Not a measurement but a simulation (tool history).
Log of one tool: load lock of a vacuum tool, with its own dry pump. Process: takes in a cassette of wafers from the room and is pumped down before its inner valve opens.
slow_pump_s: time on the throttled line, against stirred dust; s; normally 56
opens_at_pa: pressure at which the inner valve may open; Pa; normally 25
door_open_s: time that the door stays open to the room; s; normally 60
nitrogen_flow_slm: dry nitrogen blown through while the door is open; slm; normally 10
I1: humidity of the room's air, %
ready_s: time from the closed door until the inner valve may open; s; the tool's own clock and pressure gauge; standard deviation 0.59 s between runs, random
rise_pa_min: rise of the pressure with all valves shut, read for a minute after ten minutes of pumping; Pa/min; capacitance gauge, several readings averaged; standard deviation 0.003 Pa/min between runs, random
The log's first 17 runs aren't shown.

Run 18, hour 3136.7: usual settings but slow_pump_s 66 s, opens_at_pa 38 Pa, door_open_s 42 s; I1 45.7. Result: ready_s 91.1 s, rise_pa_min 0.118 Pa/min.
Run 19, hour 3292.9: usual settings but slow_pump_s 66 s, opens_at_pa 38 Pa, door_open_s 42 s; I1 43.0. Result: ready_s 92.3 s, rise_pa_min 0.120 Pa/min.
Run 20, hour 3495.3: usual settings but slow_pump_s 66 s, opens_at_pa 38 Pa, door_open_s 42 s; I1 45.6. Result: ready_s 91.0 s, rise_pa_min 0.129 Pa/min.
Run 21, hour 3674.4: usual settings but slow_pump_s 41 s, opens_at_pa 38 Pa, door_open_s 42 s, nitrogen_flow_slm 37 slm; I1 46.6. Result: ready_s 72.0 s, rise_pa_min 0.111 Pa/min.
Run 22, hour 3957.6: usual settings but slow_pump_s 41 s, opens_at_pa 38 Pa, door_open_s 42 s, nitrogen_flow_slm 37 slm; I1 44.7. Result: ready_s 72.3 s, rise_pa_min 0.115 Pa/min.
Run 23, hour 4249.0: usual settings but slow_pump_s 41 s, opens_at_pa 38 Pa, door_open_s 42 s, nitrogen_flow_slm 37 slm; I1 46.0. Result: ready_s 72.9 s, rise_pa_min 0.122 Pa/min.
Run 24, hour 4441.7: usual settings but opens_at_pa 19 Pa, door_open_s 175 s, nitrogen_flow_slm 25 slm; I1 47.6. Result: ready_s 87.4 s, rise_pa_min 0.155 Pa/min.
Run 25, hour 4725.8: usual settings but opens_at_pa 19 Pa, door_open_s 175 s, nitrogen_flow_slm 25 slm; I1 43.8. Result: ready_s 87.2 s, rise_pa_min 0.155 Pa/min.
Run 26, hour 4936.6: usual settings but opens_at_pa 26 Pa, door_open_s 175 s, nitrogen_flow_slm 25 slm; I1 45.1. Result: ready_s 86.1 s, rise_pa_min 0.162 Pa/min.
Run 27, hour 5186.9: usual settings but slow_pump_s 30 s, opens_at_pa 26 Pa, door_open_s 173 s, nitrogen_flow_slm 7 slm; I1 46.5. Result: ready_s 65.2 s, rise_pa_min 0.182 Pa/min.
Run 28, hour 5417.9: usual settings but slow_pump_s 30 s, opens_at_pa 26 Pa, door_open_s 173 s, nitrogen_flow_slm 7 slm; I1 43.9. Result: ready_s 66.2 s, rise_pa_min 0.180 Pa/min.
Run 29, hour 5647.8: usual settings but slow_pump_s 30 s, opens_at_pa 26 Pa, door_open_s 173 s, nitrogen_flow_slm 7 slm; I1 41.6. Result: ready_s 65.5 s, rise_pa_min 0.180 Pa/min.
Run 30, hour 5802.7: usual settings but slow_pump_s 106 s, opens_at_pa 33 Pa, door_open_s 51 s, nitrogen_flow_slm 25 slm; I1 45.0. Result: ready_s 123.6 s, rise_pa_min 0.139 Pa/min.
Run 31, hour 6018.9: usual settings but slow_pump_s 106 s, opens_at_pa 33 Pa, door_open_s 51 s, nitrogen_flow_slm 25 slm; I1 45.0. Result: ready_s 123.7 s, rise_pa_min 0.140 Pa/min.
Run 32, hour 6210.4: usual settings but slow_pump_s 106 s, opens_at_pa 33 Pa, door_open_s 51 s, nitrogen_flow_slm 25 slm; I1 49.4. Result: ready_s 125.3 s, rise_pa_min 0.146 Pa/min.

4 options for the next run, each taken on its own from the tool as it stands now. Forecast them:
Run A, hour 6454.9: usual settings but opens_at_pa 50 Pa, door_open_s 90 s, nitrogen_flow_slm 41 slm; I1 44.6. Result: ready_s ?, rise_pa_min ?.
Run B, hour 6454.9: usual settings but slow_pump_s 35 s, door_open_s 101 s; I1 49.3. Result: ready_s ?, rise_pa_min ?.
Run C, hour 6454.9: usual settings but opens_at_pa 19 Pa, nitrogen_flow_slm 8 slm; I1 42.9. Result: ready_s ?, rise_pa_min ?.
Run D, hour 6454.9: usual settings but slow_pump_s 33 s, opens_at_pa 45 Pa, door_open_s 109 s, nitrogen_flow_slm 25 slm; I1 45.3. Result: ready_s ?, rise_pa_min ?.

run  ready_s  rise_pa_min
  A     83.9        0.145
  B     69.5        0.173
  C     88.9        0.158
  D     65.9        0.156
Take away the tool's hidden state, keep each run's random variation, and the runs would have read:
run  ready_s  rise_pa_min
  A     81.9        0.029
  B     67.1        0.055
  C     86.6        0.042
  D     63.6        0.040
